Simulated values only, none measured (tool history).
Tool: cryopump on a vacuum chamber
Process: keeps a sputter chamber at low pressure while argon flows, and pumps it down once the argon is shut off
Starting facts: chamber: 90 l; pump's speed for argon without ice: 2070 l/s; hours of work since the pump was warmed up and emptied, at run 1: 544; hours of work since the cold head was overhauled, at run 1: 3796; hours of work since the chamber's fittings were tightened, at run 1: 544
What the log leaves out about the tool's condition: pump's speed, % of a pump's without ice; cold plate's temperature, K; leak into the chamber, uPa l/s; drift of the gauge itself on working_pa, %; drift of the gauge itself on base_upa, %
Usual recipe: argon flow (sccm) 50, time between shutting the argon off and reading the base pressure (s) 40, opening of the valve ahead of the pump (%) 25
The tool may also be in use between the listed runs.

run,hour,argon flow (sccm),time between shutting the argon off and reading the base pressure (s),opening of the valve ahead of the pump (%),hours of work since the pump was warmed up and emptied,hours of work since the cold head was overhauled,hours of work since the chamber's fittings were tightened,pressure while argon flows (Pa),pressure after the wait (uPa)
1,0.0,50,40,25,544,3796,544,0.1775,2.08
2,86.1,50,40,25,614,3866,614,0.1805,2.08
# hour 206.9: pump warmed up, emptied and cooled again
3,206.9,50,40,25,0,3959,707,0.1640,1.97
4,304.8,50,40,25,79,4038,787,0.1646,2.09
5,365.5,29,40,25,128,4087,836,0.0971,2.11
6,479.6,50,40,25,220,4180,928,0.1678,2.18
7,538.1,50,40,25,268,4227,975,0.1715,2.25
8,602.3,66,40,25,320,4279,1027,0.2257,2.32
9,699.9,66,40,25,398,4358,1106,0.2281,2.34
10,761.0,81,40,25,448,4407,1155,0.2830,2.48
11,851.7,50,40,25,521,4480,1229,0.1774,2.51
12,909.6,50,40,25,568,4527,1275,0.1801,2.61
13,1028.7,50,40,25,664,4623,1372,0.1829,2.66
# hour 1089.8: pump warmed up, emptied and cooled again
14,1125.1,50,40,25,29,4697,1445,0.1644,2.36
15,1187.9,50,40,25,79,4748,1496,0.1658,2.46
16,1288.0,50,40,51,160,4829,1577,0.0847,2.50
17,1373.9,50,40,51,230,4898,1647,0.0867,2.55
18,1492.2,63,40,16,325,4994,1742,0.3289,2.76
19,1551.7,91,40,22,373,5042,1790,0.3576,2.74
20,1608.3,39,292,32,419,5088,1836,0.1093,1.51
21,1691.8,39,292,32,487,5155,1903,0.1113,1.70
22,1813.9,89,113,25,585,5254,2002,0.3240,2.11
23,1935.3,50,87,25,683,5352,2100,0.1854,2.50
# hour 1974.6: pump warmed up, emptied and cooled again
24,1993.5,48,46,25,15,5395,2143,0.1573,2.57
25,2079.2,91,40,25,85,5464,2212,0.3010,2.86
26,2159.9,44,45,25,150,5530,2278,0.1476,2.78
27,2262.7,44,45,25,233,5613,2361,0.1504,2.85
28,2376.5,22,35,36,325,5705,2453,0.0535,3.31
29,2490.7,21,123,35,417,5797,2545,0.0528,2.32
30,2592.5,41,48,25,499,5879,2627,0.1459,3.24
31,2666.7,41,48,20,559,5939,2687,0.1810,3.25
32,2723.7,41,48,20,605,5985,2733,0.1814,3.37
33,2848.2,41,48,20,706,6086,2834,0.1852,3.66
# hour 2860.1: pump warmed up, emptied and cooled again
34,2921.8,54,282,30,50,6141,2889,0.1501,1.87

How would selected steps in pressure while argon flows (Pa) from run to run divide? Give the signed amount a tool lacking its hidden state would still show from settings, what came in and random variation, and the signed amount left for the hidden state, including any gauge scatter that is not in both of the compared results.
Run 13 -> 14: pump warmed up, emptied and cooled again. pressure while argon flows (Pa) -0.0185: hidden state -0.0180, all else -0.0005.
Run 17 -> 18: argon flow (sccm) 50 -> 63, opening of the valve ahead of the pump (%) 51 -> 16. pressure while argon flows (Pa) +0.2422: hidden state +0.0049, all else +0.2373.
Run 19 -> 20: argon flow (sccm) 91 -> 39, time between shutting the argon off and reading the base pressure (s) 40 -> 292, opening of the valve ahead of the pump (%) 22 -> 32. pressure while argon flows (Pa) -0.2483: hidden state -0.0100, all else -0.2383.
Run 21 -> 22: argon flow (sccm) 39 -> 89, time between shutting the argon off and reading the base pressure (s) 292 -> 113, opening of the valve ahead of the pump (%) 32 -> 25. pressure while argon flows (Pa) +0.2127: hidden state +0.0208, all else +0.1919.
Run 23 -> 24: argon flow (sccm) 50 -> 48, time between shutting the argon off and reading the base pressure (s) 87 -> 46, pump warmed up, emptied and cooled again. pressure while argon flows (Pa) -0.0281: hidden state -0.0202, all else -0.0079.

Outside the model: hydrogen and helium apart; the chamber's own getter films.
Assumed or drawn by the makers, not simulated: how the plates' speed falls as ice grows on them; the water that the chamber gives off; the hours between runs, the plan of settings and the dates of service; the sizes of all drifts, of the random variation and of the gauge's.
